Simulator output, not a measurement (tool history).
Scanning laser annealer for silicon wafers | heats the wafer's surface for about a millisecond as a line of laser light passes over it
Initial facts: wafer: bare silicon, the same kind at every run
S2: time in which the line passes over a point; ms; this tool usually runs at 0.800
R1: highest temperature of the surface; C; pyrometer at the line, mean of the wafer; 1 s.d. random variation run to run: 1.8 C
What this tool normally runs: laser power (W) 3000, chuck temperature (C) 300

{"run": 1, "hour": 0.0, "laser power (W)": 3000, "S2": 0.8, "chuck temperature (C)": 300, "R1": 998}
{"run": 2, "hour": 11.8, "laser power (W)": 3000, "S2": 0.8, "chuck temperature (C)": 300, "R1": 994}
{"run": 3, "hour": 19.2, "laser power (W)": 3000, "S2": 0.8, "chuck temperature (C)": 300, "R1": 995}
{"run": 4, "hour": 27.9, "laser power (W)": 3000, "S2": 0.8, "chuck temperature (C)": 300, "R1": 995}
{"run": 5, "hour": 40.6, "laser power (W)": 3000, "S2": 0.8, "chuck temperature (C)": 300, "R1": 995}
{"run": 6, "hour": 53.2, "laser power (W)": 3000, "S2": 0.8, "chuck temperature (C)": 300, "R1": 996}
{"run": 7, "hour": 59.2, "laser power (W)": 3000, "S2": 0.8, "chuck temperature (C)": 300, "R1": 994}
{"run": 8, "hour": 66.7, "laser power (W)": 3000, "S2": 0.8, "chuck temperature (C)": 300, "R1": 994}
{"run": 9, "hour": 76.6, "laser power (W)": 3000, "S2": 0.8, "chuck temperature (C)": 300, "R1": 995}
{"run": 10, "hour": 82.3, "laser power (W)": 3000, "S2": 0.8, "chuck temperature (C)": 300, "R1": 995}
{"run": 11, "hour": 93.9, "laser power (W)": 3000, "S2": 0.8, "chuck temperature (C)": 300, "R1": 992}
{"hour": 97.7, "done": "laser's power meter calibrated"}
{"run": 12, "hour": 108.4, "laser power (W)": 3000, "S2": 0.8, "chuck temperature (C)": 300, "R1": 992}
{"run": 13, "hour": 115.6, "laser power (W)": 3000, "S2": 0.8, "chuck temperature (C)": 300, "R1": 989}
{"run": 14, "hour": 125.7, "laser power (W)": 3000, "S2": 0.8, "chuck temperature (C)": 300, "R1": 992}
{"run": 15, "hour": 131.0, "laser power (W)": 3000, "S2": 0.925, "chuck temperature (C)": 299, "R1": 1053}
{"run": 16, "hour": 141.6, "laser power (W)": 3000, "S2": 0.976, "chuck temperature (C)": 296, "R1": 1073}
{"run": 17, "hour": 149.1, "laser power (W)": 3002, "S2": 0.867, "chuck temperature (C)": 296, "R1": 1019}
{"hour": 163.6, "done": "laser's power meter calibrated, once more"}
{"run": 18, "hour": 164.6, "laser power (W)": 2878, "S2": 0.594, "chuck temperature (C)": 300, "R1": 865}
{"run": 19, "hour": 174.7, "laser power (W)": 2739, "S2": 0.8, "chuck temperature (C)": 272, "R1": 909}
{"run": 20, "hour": 184.0, "laser power (W)": 3229, "S2": 0.957, "chuck temperature (C)": 283, "R1": 1106}
{"run": 21, "hour": 189.7, "laser power (W)": 2729, "S2": 0.957, "chuck temperature (C)": 283, "R1": 984}
{"run": 22, "hour": 201.0, "laser power (W)": 2940, "S2": 0.92, "chuck temperature (C)": 283, "R1": 1021}
{"run": 23, "hour": 210.6, "laser power (W)": 3075, "S2": 0.8, "chuck temperature (C)": 313, "R1": 1023}
{"run": 24, "hour": 222.1, "laser power (W)": 2695, "S2": 0.8, "chuck temperature (C)": 265, "R1": 893}
{"run": 25, "hour": 227.7, "laser power (W)": 2695, "S2": 0.8, "chuck temperature (C)": 265, "R1": 891}
{"run": 26, "hour": 238.3, "laser power (W)": 2695, "S2": 0.883, "chuck temperature (C)": 298, "R1": 958}
{"run": 27, "hour": 243.8, "laser power (W)": 2695, "S2": 0.883, "chuck temperature (C)": 298, "R1": 959}

Branching from run 27: 4 alternative next runs. What would each branch give?
{"run": "A", "hour": 255.2, "laser power (W)": 2959, "S2": 0.883, "chuck temperature (C)": 263, "R1": "?"}
{"run": "B", "hour": 255.2, "laser power (W)": 2792, "S2": 0.8, "chuck temperature (C)": 300, "R1": "?"}
{"run": "C", "hour": 255.2, "laser power (W)": 3000, "S2": 0.8, "chuck temperature (C)": 331, "R1": "?"}
{"run": "D", "hour": 255.2, "laser power (W)": 2717, "S2": 0.57, "chuck temperature (C)": 338, "R1": "?"}

run=A R1=985
run=B R1=946
run=C R1=1019
run=D R1=858
With no hidden state in the tool, these same runs would have given:
run=A R1=1011
run=B R1=969
run=C R1=1044
run=D R1=877
